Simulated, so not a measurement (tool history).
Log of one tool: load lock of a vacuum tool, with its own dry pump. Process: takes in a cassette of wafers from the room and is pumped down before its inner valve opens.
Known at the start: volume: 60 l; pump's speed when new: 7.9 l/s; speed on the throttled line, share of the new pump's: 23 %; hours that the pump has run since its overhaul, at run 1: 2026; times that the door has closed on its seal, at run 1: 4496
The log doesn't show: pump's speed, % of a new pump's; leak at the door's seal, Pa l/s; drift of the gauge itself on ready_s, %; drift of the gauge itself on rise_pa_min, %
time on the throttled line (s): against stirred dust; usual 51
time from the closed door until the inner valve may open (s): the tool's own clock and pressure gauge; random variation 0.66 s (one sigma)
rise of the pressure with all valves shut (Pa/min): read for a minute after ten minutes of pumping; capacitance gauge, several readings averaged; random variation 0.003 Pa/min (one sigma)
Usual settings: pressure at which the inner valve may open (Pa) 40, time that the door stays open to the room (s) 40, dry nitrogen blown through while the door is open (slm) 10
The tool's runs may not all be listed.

| run | hour | time on the throttled line (s) | pressure at which the inner valve may open (Pa) | time that the door stays open to the room (s) | dry nitrogen blown through while the door is open (slm) | hours that the pump has run since its overhaul | times that the door has closed on its seal | incoming humidity of the room's air, % | time from the closed door until the inner valve may open (s) | rise of the pressure with all valves shut (Pa/min) |
|---|---|---|---|---|---|---|---|---|---|---|
| 1 | 0.0 | 51 | 40 | 40 | 10 | 2026 | 4496 | 44.0 | 98.2 | 0.050 |
| 2 | 116.7 | 100 | 40 | 40 | 10 | 2143 | 4894 | 44.7 | 136.4 | 0.051 |
| 3 | 226.3 | 100 | 40 | 40 | 10 | 2253 | 5268 | 48.9 | 137.4 | 0.059 |
| 4 | 411.6 | 51 | 40 | 34 | 10 | 2438 | 5901 | 46.0 | 98.9 | 0.052 |
| 5 | 576.9 | 51 | 40 | 34 | 10 | 2603 | 6465 | 44.8 | 100.9 | 0.060 |
| 6 | 727.7 | 51 | 40 | 84 | 10 | 2754 | 6980 | 42.8 | 101.2 | 0.077 |
| 7 | 881.6 | 42 | 40 | 84 | 10 | 2908 | 7505 | 45.5 | 93.4 | 0.078 |
| 8 | 1034.9 | 51 | 40 | 40 | 10 | 3061 | 8029 | 44.5 | 99.6 | 0.066 |
| 9 | 1151.4 | 51 | 31 | 40 | 10 | 3178 | 8426 | 43.3 | 102.2 | 0.060 |
| 10 | 1303.8 | 51 | 31 | 40 | 10 | 3330 | 8947 | 45.2 | 102.3 | 0.067 |
| 11 | 1439.0 | 51 | 31 | 40 | 10 | 3465 | 9408 | 48.2 | 102.7 | 0.070 |
| 12 | 1561.6 | 51 | 30 | 40 | 10 | 3588 | 9827 | 46.4 | 101.9 | 0.071 |
| 13 | 1710.9 | 51 | 30 | 40 | 10 | 3737 | 10337 | 39.9 | 101.4 | 0.075 |
| 14 | 1872.9 | 51 | 30 | 40 | 10 | 3899 | 10890 | 46.8 | 104.3 | 0.078 |
| 15 | 2012.5 | 51 | 40 | 40 | 10 | 4039 | 11366 | 44.5 | 101.1 | 0.079 |
| 16 | 2129.3 | 51 | 40 | 40 | 10 | 4156 | 11765 | 45.9 | 100.8 | 0.085 |
| 17 | 2257.4 | 51 | 49 | 40 | 10 | 4284 | 12202 | 41.0 | 100.7 | 0.079 |
| 18 | 2394.7 | 51 | 49 | 40 | 10 | 4421 | 12671 | 48.5 | 99.9 | 0.092 |
| 19 | 2624.7 | 51 | 36 | 51 | 10 | 4651 | 13456 | 50.5 | 101.8 | 0.102 |
| 20 | 2723.0 | 51 | 40 | 34 | 8 | 4749 | 13792 | 42.5 | 101.0 | 0.085 |
| 21 | 2821.6 | 51 | 64 | 81 | 10 | 4848 | 14128 | 45.1 | 97.7 | 0.116 |
| 22 | 2935.9 | 51 | 50 | 81 | 6 | 4962 | 14519 | 45.5 | 99.3 | 0.122 |
| 23 | 3162.6 | 45 | 47 | 27 | 6 | 5189 | 15292 | 46.8 | 95.0 | 0.100 |
| 24 | 3369.4 | 67 | 46 | 35 | 5 | 5396 | 15998 | 45.4 | 112.4 | 0.117 |
| 25 | 3500.4 | 67 | 46 | 35 | 5 | 5527 | 16445 | 44.8 | 111.8 | 0.113 |
| 26 | 3605.6 | 85 | 70 | 65 | 10 | 5632 | 16805 | 43.0 | 123.3 | 0.124 |
| 27 | 3720.4 | 51 | 34 | 74 | 10 | 5747 | 17197 | 44.0 | 103.7 | 0.127 |
| 28 | 3815.1 | 56 | 34 | 107 | 30 | 5842 | 17520 | 47.5 | 106.9 | 0.126 |
| 29 | 4003.8 | 56 | 34 | 107 | 30 | 6030 | 18164 | 44.6 | 106.8 | 0.128 |
| 30 | 4104.5 | 56 | 34 | 107 | 30 | 6131 | 18508 | 41.6 | 107.1 | 0.132 |
| 31 | 4289.7 | 89 | 40 | 111 | 10 | 6316 | 19140 | 46.4 | 132.5 | 0.162 |
| 32 | 4520.2 | 51 | 40 | 225 | 10 | 6547 | 19927 | 42.4 | 103.1 | 0.186 |
| 33 | 4638.0 | 51 | 40 | 114 | 10 | 6664 | 20329 | 45.5 | 102.1 | 0.163 |
| 34 | 4791.7 | 86 | 40 | 40 | 10 | 6818 | 20854 | 44.9 | 128.4 | 0.144 |
| 35 | 4907.0 | 51 | 40 | 34 | 5 | 6933 | 21247 | 43.7 | 102.2 | 0.144 |
| 36 | 5046.8 | 26 | 41 | 34 | 5 | 7073 | 21725 | 46.9 | 84.3 | 0.153 |

The same runs without the tool's hidden state, with the same run-to-run variation:
| run | time from the closed door until the inner valve may open (s) | rise of the pressure with all valves shut (Pa/min) |
|---|---|---|
| 1 | 97.8 | 0.037 |
| 2 | 136.1 | 0.037 |
| 3 | 136.9 | 0.044 |
| 4 | 98.2 | 0.034 |
| 5 | 100.0 | 0.041 |
| 6 | 100.2 | 0.056 |
| 7 | 92.2 | 0.055 |
| 8 | 98.4 | 0.041 |
| 9 | 100.9 | 0.034 |
| 10 | 100.9 | 0.038 |
| 11 | 101.1 | 0.039 |
| 12 | 100.2 | 0.037 |
| 13 | 99.6 | 0.039 |
| 14 | 102.3 | 0.039 |
| 15 | 99.1 | 0.037 |
| 16 | 98.8 | 0.040 |
| 17 | 98.6 | 0.032 |
| 18 | 97.8 | 0.042 |
| 19 | 99.4 | 0.048 |
| 20 | 98.5 | 0.030 |
| 21 | 95.3 | 0.057 |
| 22 | 96.8 | 0.061 |
| 23 | 92.2 | 0.035 |
| 24 | 109.7 | 0.045 |
| 25 | 109.1 | 0.040 |
| 26 | 120.9 | 0.048 |
| 27 | 100.3 | 0.049 |
| 28 | 103.6 | 0.044 |
| 29 | 103.3 | 0.042 |
| 30 | 103.5 | 0.044 |
| 31 | 129.5 | 0.068 |
| 32 | 99.1 | 0.086 |
| 33 | 98.1 | 0.061 |
| 34 | 125.0 | 0.039 |
| 35 | 98.0 | 0.038 |
| 36 | 79.4 | 0.041 |

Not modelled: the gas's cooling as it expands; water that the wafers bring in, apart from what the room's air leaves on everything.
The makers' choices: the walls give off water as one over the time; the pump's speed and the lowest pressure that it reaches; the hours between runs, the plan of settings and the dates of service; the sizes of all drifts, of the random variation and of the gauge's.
